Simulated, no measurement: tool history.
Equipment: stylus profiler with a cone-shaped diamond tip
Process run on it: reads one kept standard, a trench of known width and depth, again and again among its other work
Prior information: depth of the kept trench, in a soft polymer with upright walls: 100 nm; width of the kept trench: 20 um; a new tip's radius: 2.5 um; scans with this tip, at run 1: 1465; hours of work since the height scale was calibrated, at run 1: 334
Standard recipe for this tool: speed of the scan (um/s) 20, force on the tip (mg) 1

| run | hour | speed of the scan (um/s) | force on the tip (mg) | scans with this tip | hours of work since the height scale was calibrated | depth of the trench (Å) | width of the trench's floor (um) |
|---|---|---|---|---|---|---|---|
| 1 | 0 | 20 | 1 | 1465 | 334 | 1004.8 | 18.33 |
| 2 | 32.2 | 9 | 1 | 1573 | 359 | 1005.3 | 18.39 |
| 3 | 68.1 | 9 | 1 | 1694 | 386 | 1006.1 | 18.37 |
| 4 | 100 | 9 | 1 | 1802 | 411 | 1006 | 18.43 |
| 5 | 117.1 | 20 | 1 | 1859 | 424 | 1004.9 | 18.35 |
| 6 | 152.1 | 41 | 1 | 1977 | 451 | 1005.7 | 18.1 |
| 7 | 185.1 | 20 | 1 | 2088 | 476 | 1006 | 18.3 |
| 8 | 207.4 | 20 | 1 | 2164 | 494 | 1005.4 | 18.25 |
| 9 | 235.7 | 20 | 1 | 2259 | 515 | 1006 | 18.26 |

Expected results for the next run?
| 10 | 253.7 | 20 | 1 | 2319 | 529 | ? | ? |

{"run 10": {"depth of the trench (Å)": 1006, "width of the trench's floor (um)": 18.22}}
Had the tool carried no hidden state, the very same run would have given depth of the trench (Å) 1004.4, width of the trench's floor (um) 18.35.
